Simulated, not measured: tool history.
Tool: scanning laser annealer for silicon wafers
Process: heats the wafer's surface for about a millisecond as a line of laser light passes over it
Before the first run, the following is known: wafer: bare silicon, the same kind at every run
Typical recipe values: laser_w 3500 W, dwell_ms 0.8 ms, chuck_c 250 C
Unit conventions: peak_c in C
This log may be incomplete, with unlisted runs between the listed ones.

run   hour  laser_w  dwell_ms  chuck_c  peak_c
  1      0     3500       0.8      250    1090
  2   12.7     3500       0.8      250    1086
  3     29     3500     0.675      250    1024
  4   43.5     3500     0.675      250    1024
  5   67.6     3500       0.8      250    1086
  6   81.9     3087       0.8      250     985
  7  105.8     3087       0.8      250     987
  8  116.8     3087       0.8      250     987
  9  127.3     3087       0.8      250     982
 10  147.7     3087       0.8      250     983
 11  169.4     3363       0.8      250    1044
 12  183.8     3500       0.8      275    1098
 13    207     3500       0.8      275    1097
 14    222     3500       0.8      250    1075
 15  232.6     3500     0.594      250     969
 16  246.6     3687     0.594      250    1005
 17  266.3     3687     0.594      250    1005
 18  289.8     3738       0.8      250    1124
 19  308.6     3738       0.8      250    1120
 20  331.4     3500       0.8      250    1066
 21  344.5     3500       0.8      250    1064
 22  358.6     3500     0.639      230     965
 23  382.5     3500     0.639      230     961
 24  401.6     3500     0.639      230     961
 25  414.5     3500     0.639      230     962
 26  432.3     3500     0.639      230     959
 27  444.6     3044     0.574      211     816
     448.1  -- window over the wafer cleaned
 28  466.7     3044     0.574      211     811
 29  489.1     3500     0.866      252    1080
 30  508.3     3475     0.662      267     995
 31    523     3107       0.8      277     989
     539.3  -- window over the wafer cleaned, once more
 32  545.8     3107       0.8      277    1018
 33  569.4     3500       0.8      288    1119
 34  589.4     3500       0.8      283    1108
 35  611.9     3359     0.721      227     987
 36  636.3     3350     0.721      227     985
 37  658.5     3138       0.8      263    1003
 38  673.6     3666       0.8      243    1101
 39  695.7     3091     0.572      232     854
 40  706.5     3091     0.572      232     855
 41  729.9     3500     0.898      212    1073

Here are 4 independent what-if runs from the current tool condition. What would each one return?
  A   744     3593     0.603      242       ?
  B   744     3500     0.898      277       ?
  C   744     3500     0.898      214       ?
  D   744     3279     0.904      238       ?

run  peak_c
  A     983
  B    1135
  C    1072
  D    1048
The same runs, with their run-to-run variation unchanged, on a tool lacking any hidden condition would have given:
run  peak_c
  A    1006
  B    1161
  C    1099
  D    1073
